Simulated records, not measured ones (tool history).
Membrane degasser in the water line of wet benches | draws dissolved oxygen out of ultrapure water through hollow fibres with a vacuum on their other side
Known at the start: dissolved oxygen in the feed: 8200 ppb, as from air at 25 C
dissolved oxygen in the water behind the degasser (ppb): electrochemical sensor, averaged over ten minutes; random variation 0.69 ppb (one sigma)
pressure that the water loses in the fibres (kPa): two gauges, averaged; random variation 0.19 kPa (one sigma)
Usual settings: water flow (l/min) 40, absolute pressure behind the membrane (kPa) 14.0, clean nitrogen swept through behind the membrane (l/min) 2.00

| run | hour | water flow (l/min) | absolute pressure behind the membrane (kPa) | clean nitrogen swept through behind the membrane (l/min) | dissolved oxygen in the water behind the degasser (ppb) | pressure that the water loses in the fibres (kPa) |
|---|---|---|---|---|---|---|
| 1 | 0.0 | 40 | 14.0 | 2.00 | 467.0 | 42.15 |
| 2 | 188.9 | 40 | 14.0 | 2.00 | 466.5 | 42.08 |
| 3 | 509.3 | 49 | 14.0 | 2.00 | 561.2 | 52.06 |
| 4 | 724.2 | 40 | 14.0 | 2.64 | 368.9 | 42.39 |
| 5 | 1066.1 | 40 | 22.6 | 2.64 | 638.7 | 42.66 |
| 6 | 1231.5 | 40 | 22.6 | 1.10 | 1267.8 | 42.71 |
| 7 | 1411.5 | 34 | 14.0 | 2.00 | 405.0 | 36.21 |
| 8 | 1571.5 | 40 | 14.0 | 2.00 | 469.7 | 42.84 |
| 9 | 1925.1 | 31 | 14.0 | 2.00 | 374.4 | 33.51 |
| 10 | 2150.3 | 40 | 19.0 | 2.00 | 666.3 | 42.75 |
|  | 2179.3 | vacuum gauge calibrated |
| 11 | 2429.1 | 40 | 19.0 | 2.00 | 667.1 | 43.17 |
| 12 | 2739.5 | 40 | 19.0 | 2.00 | 668.8 | 43.19 |
| 13 | 2980.6 | 40 | 19.0 | 2.00 | 667.5 | 43.32 |
| 14 | 3134.9 | 40 | 14.0 | 2.00 | 472.2 | 43.06 |
|  | 3248.9 | vacuum gauge calibrated, once more |
| 15 | 3359.8 | 40 | 14.0 | 2.38 | 402.1 | 43.59 |
| 16 | 3539.2 | 40 | 14.0 | 2.38 | 402.4 | 43.44 |
|  | 3626.3 | seals of the vacuum lines changed |
| 17 | 3743.2 | 31 | 19.9 | 2.00 | 558.2 | 33.48 |
| 18 | 3916.1 | 54 | 13.9 | 0.82 | 1148.3 | 58.27 |
| 19 | 4268.2 | 54 | 13.9 | 0.82 | 1145.4 | 58.99 |
| 20 | 4549.1 | 26 | 14.0 | 3.85 | 173.9 | 28.61 |
| 21 | 4856.7 | 43 | 16.5 | 2.00 | 603.5 | 47.19 |
|  | 5001.3 | membrane cartridge changed |
| 22 | 5066.5 | 48 | 16.5 | 2.00 | 661.3 | 47.74 |
| 23 | 5315.6 | 48 | 20.7 | 1.95 | 863.5 | 47.65 |
| 24 | 5618.2 | 24 | 14.0 | 4.84 | 129.8 | 23.68 |
| 25 | 5819.8 | 24 | 14.9 | 5.18 | 132.0 | 23.92 |
| 26 | 5968.8 | 33 | 27.5 | 1.40 | 1110.3 | 33.07 |
| 27 | 6169.4 | 28 | 33.6 | 1.64 | 1042.8 | 28.19 |
| 28 | 6341.1 | 40 | 14.0 | 3.90 | 259.2 | 39.79 |
| 29 | 6707.0 | 55 | 14.0 | 3.90 | 360.4 | 55.02 |
| 30 | 6861.2 | 49 | 10.8 | 1.53 | 498.3 | 49.12 |
| 31 | 7207.2 | 32 | 13.1 | 2.00 | 352.0 | 32.03 |

The same runs without the tool's hidden state, with the same run-to-run variation:
The hidden state here: membrane still open, %; true pressure behind the membrane over the reading, kPa; air that leaks in behind the membrane, l/min; drift of the gauge itself on oxygen_ppb, %; drift of the gauge itself on loss_of_pressure_kpa, %.
| run | dissolved oxygen in the water behind the degasser (ppb) | pressure that the water loses in the fibres (kPa) |
|---|---|---|
| 1 | 461.6 | 39.41 |
| 2 | 460.9 | 39.29 |
| 3 | 551.8 | 48.49 |
| 4 | 363.2 | 39.43 |
| 5 | 631.9 | 39.59 |
| 6 | 1259.8 | 39.59 |
| 7 | 399.4 | 33.52 |
| 8 | 462.3 | 39.62 |
| 9 | 368.9 | 30.93 |
| 10 | 657.7 | 39.37 |
| 11 | 657.5 | 39.68 |
| 12 | 658.8 | 39.60 |
| 13 | 657.2 | 39.63 |
| 14 | 462.0 | 39.33 |
| 15 | 397.0 | 39.79 |
| 16 | 397.1 | 39.58 |
| 17 | 556.6 | 30.45 |
| 18 | 1136.8 | 52.92 |
| 19 | 1133.0 | 53.43 |
| 20 | 172.8 | 25.86 |
| 21 | 596.3 | 42.55 |
| 22 | 659.1 | 47.72 |
| 23 | 860.9 | 47.55 |
| 24 | 128.7 | 23.58 |
| 25 | 130.9 | 23.78 |
| 26 | 1106.2 | 32.85 |
| 27 | 1038.2 | 27.97 |
| 28 | 256.9 | 39.42 |
| 29 | 356.3 | 54.37 |
| 30 | 492.4 | 48.48 |
| 31 | 348.0 | 31.54 |
